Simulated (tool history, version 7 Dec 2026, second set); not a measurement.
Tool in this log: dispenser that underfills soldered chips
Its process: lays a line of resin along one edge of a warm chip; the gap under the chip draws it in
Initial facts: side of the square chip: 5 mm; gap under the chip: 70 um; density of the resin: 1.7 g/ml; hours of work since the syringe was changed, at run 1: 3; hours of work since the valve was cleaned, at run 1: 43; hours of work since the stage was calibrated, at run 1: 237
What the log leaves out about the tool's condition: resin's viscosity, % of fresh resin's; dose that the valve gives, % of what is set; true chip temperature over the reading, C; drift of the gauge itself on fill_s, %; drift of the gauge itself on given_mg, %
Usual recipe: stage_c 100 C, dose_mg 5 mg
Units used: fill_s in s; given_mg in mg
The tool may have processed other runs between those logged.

run	hour	stage_c	dose_mg	hours of work since the syringe was changed	hours of work since the valve was cleaned	hours of work since the stage was calibrated	fill_s	given_mg
1	0	100	5	3	43	237	29.5	4.86
# hour 3.9: new syringe of resin
2	7.7	100	5	3	49	243	29.6	4.74
# hour 10.8: new syringe of resin
3	13.2	100	5	2	53	247	27.2	4.79
# hour 17.7: new syringe of resin
4	19.8	100	5	2	58	252	27.2	4.69
# hour 24.8: new syringe of resin
5	26.9	100	5	2	63	257	27	4.71
# hour 31.8: new syringe of resin
6	33.2	100	5	1	68	262	26.9	4.68
# hour 39.2: new syringe of resin
7	39.2	100	5	0	72	266	25.3	4.71
8	42.7	104	5	3	75	269	24.2	4.69
# hour 46.7: new syringe of resin
9	50.4	104	5	3	81	275	25	4.69
# hour 53.7: new syringe of resin
10	56.5	104	5	2	85	279	23.5	4.66
# hour 60.6: new syringe of resin
11	60.6	100	5	0	88	282	25.5	4.59
12	65.6	100	5	4	92	286	30.6	4.58
# hour 67.9: new syringe of resin
13	69.8	100	6.16	1	95	289	26.2	5.7
14	73.5	100	5	4	98	292	31.8	4.55
# hour 74.8: new syringe of resin
# hour 82: new syringe of resin
15	82	100	5	0	104	298	25.1	4.51
16	86.9	100	5	4	108	302	30.1	4.55
# hour 88.9: new syringe of resin
17	93.7	100	5	4	113	307	30	4.42
# hour 96.1: new syringe of resin
18	97.7	107	5	1	116	310	20.5	4.47
# hour 103.2: new syringe of resin
19	103.3	107	5	0	120	314	18.9	4.48
# hour 106.8: dispensing valve cleaned and set on the balance
20	110.3	108	6.4	5	3	319	22	6.32
# hour 111.1: new syringe of resin
# hour 117.9: new syringe of resin
21	119	108	5.61	1	9	325	18.6	5.57
22	124.2	108	5.61	5	13	329	22.4	5.52
# hour 124.8: new syringe of resin
# hour 131.8: new syringe of resin
23	131.8	108	5.61	0	18	334	18.1	5.57
24	135.3	108	5.61	3	21	337	21.7	5.49
# hour 138.7: new syringe of resin
25	141.8	90	4.37	2	26	342	40.4	4.24
# hour 146.1: new syringe of resin
26	147.8	96	4.9	1	30	346	29.5	4.78
27	152.4	85	4.86	5	34	350	56.9	4.78
# hour 153.4: new syringe of resin
# hour 160.5: new syringe of resin
28	160.5	85	4.86	0	40	356	44.7	4.64
# hour 167.6: new syringe of resin
29	167.6	105	4.52	0	45	361	20.5	4.31
30	173.8	105	4.52	5	50	366	27.1	4.31
# hour 174.7: new syringe of resin
31	180	98	5.29	4	54	370	31.6	5.08
# hour 182: new syringe of resin
32	187.7	98	5.36	4	60	376	31.8	5.16
# hour 189.3: new syringe of resin
33	191.6	93	5.89	2	63	379	34.5	5.55
# hour 196.3: new syringe of resin
34	198.7	87	5.28	2	68	384	44.6	4.99
# hour 203.2: new syringe of resin
35	203.8	87	5.28	1	72	388	40.8	5.02

Measured minus without-hidden-state, run by run (identical run-to-run variation in each term; gauge scatter may differ):
run	fill_s	given_mg
1	+2.2	-0.2
2	+2.6	-0.22
3	+0.3	-0.23
4	+0.7	-0.26
5	+0.6	-0.29
6	-0.5	-0.3
7	-1.8	-0.32
8	+1.8	-0.33
9	+1.8	-0.36
10	+1	-0.38
11	-1.6	-0.4
12	+4.1	-0.42
13	+0.6	-0.52
14	+5.4	-0.43
15	-2.1	-0.46
16	+3.6	-0.48
17	+3.3	-0.5
18	-0.3	-0.51
19	-1.9	-0.54
20	+2.9	+0
21	-1.1	-0.03
22	+3.3	-0.05
23	-1.3	-0.08
24	+1.6	-0.1
25	+0.5	-0.1
26	-1	-0.13
27	+8	-0.14
28	-4.8	-0.16
29	-1.9	-0.17
30	+4.3	-0.19
31	+3.2	-0.24
32	+4	-0.27
33	-0.5	-0.31
34	-0.8	-0.31
35	-3.9	-0.32
